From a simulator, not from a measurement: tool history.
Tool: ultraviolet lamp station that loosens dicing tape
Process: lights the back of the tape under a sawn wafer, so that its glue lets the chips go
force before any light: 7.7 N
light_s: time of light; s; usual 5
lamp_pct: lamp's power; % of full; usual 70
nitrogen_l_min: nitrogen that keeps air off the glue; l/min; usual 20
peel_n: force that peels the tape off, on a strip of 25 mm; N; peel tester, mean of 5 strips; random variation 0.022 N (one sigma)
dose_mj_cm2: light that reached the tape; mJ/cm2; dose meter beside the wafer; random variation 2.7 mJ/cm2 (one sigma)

run 1 hour=0 | light_s=5 lamp_pct=70 nitrogen_l_min=20 | peel_n=1.206 dose_mj_cm2=346
run 2 hour=7.2 | light_s=5 lamp_pct=70 nitrogen_l_min=20 | peel_n=1.213 dose_mj_cm2=344
run 3 hour=12 | light_s=5 lamp_pct=70 nitrogen_l_min=10 | peel_n=1.956 dose_mj_cm2=347
run 4 hour=19.4 | light_s=5 lamp_pct=70 nitrogen_l_min=10 | peel_n=1.919 dose_mj_cm2=350
run 5 hour=26.9 | light_s=5 lamp_pct=70 nitrogen_l_min=20 | peel_n=1.224 dose_mj_cm2=348
run 6 hour=33.6 | light_s=5 lamp_pct=77 nitrogen_l_min=20 | peel_n=1.026 dose_mj_cm2=380
run 7 hour=38.9 | light_s=5 lamp_pct=70 nitrogen_l_min=20 | peel_n=1.235 dose_mj_cm2=346
run 8 hour=47.4 | light_s=5 lamp_pct=70 nitrogen_l_min=37 | peel_n=0.8 dose_mj_cm2=347
-- hour=48.3 window cleaned of glue's vapour
run 9 hour=54.8 | light_s=5 lamp_pct=84 nitrogen_l_min=10 | peel_n=1.54 dose_mj_cm2=406
run 10 hour=61 | light_s=5 lamp_pct=84 nitrogen_l_min=10 | peel_n=1.488 dose_mj_cm2=405
run 11 hour=70.5 | light_s=5 lamp_pct=98 nitrogen_l_min=24 | peel_n=0.574 dose_mj_cm2=480
-- hour=76.1 window cleaned of glue's vapour, once more
run 12 hour=79.1 | light_s=5 lamp_pct=98 nitrogen_l_min=24 | peel_n=0.506 dose_mj_cm2=505
run 13 hour=87.6 | light_s=3 lamp_pct=70 nitrogen_l_min=20 | peel_n=2.463 dose_mj_cm2=214

Forecast each of these 5 alternatives for the next run:
run A hour=98 | light_s=6 lamp_pct=95 nitrogen_l_min=9 | peel_n=? dose_mj_cm2=?
run B hour=98 | light_s=4 lamp_pct=70 nitrogen_l_min=20 | peel_n=? dose_mj_cm2=?
run C hour=98 | light_s=3 lamp_pct=95 nitrogen_l_min=10 | peel_n=? dose_mj_cm2=?
run D hour=98 | light_s=3 lamp_pct=64 nitrogen_l_min=28 | peel_n=? dose_mj_cm2=?
run E hour=98 | light_s=4 lamp_pct=69 nitrogen_l_min=35 | peel_n=? dose_mj_cm2=?

run=A peel_n=0.875 dose_mj_cm2=583
run=B peel_n=1.726 dose_mj_cm2=287
run=C peel_n=2.405 dose_mj_cm2=293
run=D peel_n=2.332 dose_mj_cm2=200
run=E peel_n=1.21 dose_mj_cm2=282
Without the tool's hidden state the same runs would have given:
run=A peel_n=0.811 dose_mj_cm2=606
run=B peel_n=1.629 dose_mj_cm2=298
run=C peel_n=2.299 dose_mj_cm2=305
run=D peel_n=2.225 dose_mj_cm2=208
run=E peel_n=1.13 dose_mj_cm2=293

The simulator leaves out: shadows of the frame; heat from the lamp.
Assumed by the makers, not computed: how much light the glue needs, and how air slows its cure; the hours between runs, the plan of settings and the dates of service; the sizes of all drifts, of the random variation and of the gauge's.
